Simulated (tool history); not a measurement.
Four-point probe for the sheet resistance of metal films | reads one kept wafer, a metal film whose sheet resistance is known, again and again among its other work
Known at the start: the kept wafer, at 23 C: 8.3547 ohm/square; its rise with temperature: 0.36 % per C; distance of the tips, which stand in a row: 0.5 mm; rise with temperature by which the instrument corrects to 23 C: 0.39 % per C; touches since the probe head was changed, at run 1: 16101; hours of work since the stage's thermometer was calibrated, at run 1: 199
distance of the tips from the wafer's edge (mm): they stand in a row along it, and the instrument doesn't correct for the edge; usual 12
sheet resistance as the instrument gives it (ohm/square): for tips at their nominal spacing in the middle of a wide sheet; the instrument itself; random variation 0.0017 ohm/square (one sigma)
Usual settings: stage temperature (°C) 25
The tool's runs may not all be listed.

run,hour,stage temperature (°C),distance of the tips from the wafer's edge (mm),touches since the probe head was changed,hours of work since the stage's thermometer was calibrated,sheet resistance as the instrument gives it (ohm/square)
1,0.0,25,12,16101,199,8.354256
2,77.7,25,12,17474,257,8.351220
3,168.0,25,12,19070,325,8.353136
4,283.1,25,12,21104,411,8.357009
5,346.0,25,54,22217,458,8.348711
6,433.4,21,12,23762,523,8.367409
7,543.8,21,12,25713,605,8.369042
8,660.1,19,12,27768,692,8.375368
9,751.5,24,12,29385,760,8.366032
10,824.5,24,12,30676,815,8.369292
11,896.4,24,12,31945,868,8.367599
12,962.7,20,12,33117,918,8.379913
13,1088.4,20,12,35339,1012,8.379973
14,1177.6,25,12,36917,1078,8.370831
15,1308.2,20,12,39226,1176,8.384718
16,1432.6,25,12,41423,1269,8.373796
17,1515.2,25,12,42885,1330,8.377723
18,1605.2,27,15,44474,1398,8.371886
19,1698.6,31,61,46125,1467,8.358083
20,1780.2,31,61,47569,1528,8.363648
21,1899.8,22,12,49681,1617,8.388225
# hour 1906.8: stage's thermometer calibrated
22,1956.1,29,57,50669,37,8.360989
23,2044.1,27,57,52225,103,8.365332
24,2162.2,26,57,54312,191,8.366501
25,2278.7,26,57,56371,278,8.369459
# hour 2320.1: stage's thermometer calibrated, once more
26,2340.4,21,30,57452,15,8.407333
27,2468.5,30,27,59717,111,8.387313
28,2557.8,23,32,61296,177,8.405124
29,2653.9,24,3,62995,249,8.528348
30,2715.6,24,3,64086,295,8.530035
31,2839.2,22,30,66269,387,8.416405
# hour 2847.9: new probe head fitted
32,2944.4,22,30,1705,465,8.314903
33,3001.3,22,30,2711,508,8.316537
34,3108.6,22,49,4608,588,8.315872

Some steps in sheet resistance as the instrument gives it (ohm/square) between neighbouring runs. How much of each would the tool show without its hidden state too (settings, what came in, random variation), and how much is left for the hidden state, with any gauge scatter that isn't in both results?
The hidden state here: inner tips' distance over the nominal, %; tips' flats over new ones', %; wafer's true temperature over the reading, C; drift of the gauge itself on sheet_ohm, %.
Run 21 -> 22: stage temperature (°C) 22 -> 29, distance of the tips from the wafer's edge (mm) 12 -> 57, stage's thermometer calibrated. sheet resistance as the instrument gives it (ohm/square) -0.027236: hidden state -0.006805, all else -0.020431.
Run 25 -> 26: stage temperature (°C) 26 -> 21, distance of the tips from the wafer's edge (mm) 57 -> 30, stage's thermometer calibrated, once more. sheet resistance as the instrument gives it (ohm/square) +0.037874: hidden state +0.025065, all else +0.012809.
Run 28 -> 29: stage temperature (°C) 23 -> 24, distance of the tips from the wafer's edge (mm) 32 -> 3. sheet resistance as the instrument gives it (ohm/square) +0.123224: hidden state +0.002275, all else +0.120949.
Run 30 -> 31: stage temperature (°C) 24 -> 22, distance of the tips from the wafer's edge (mm) 3 -> 30. sheet resistance as the instrument gives it (ohm/square) -0.113630: hidden state +0.001048, all else -0.114678.
Run 31 -> 32: new probe head fitted. sheet resistance as the instrument gives it (ohm/square) -0.101502: hidden state -0.099944, all else -0.001558.

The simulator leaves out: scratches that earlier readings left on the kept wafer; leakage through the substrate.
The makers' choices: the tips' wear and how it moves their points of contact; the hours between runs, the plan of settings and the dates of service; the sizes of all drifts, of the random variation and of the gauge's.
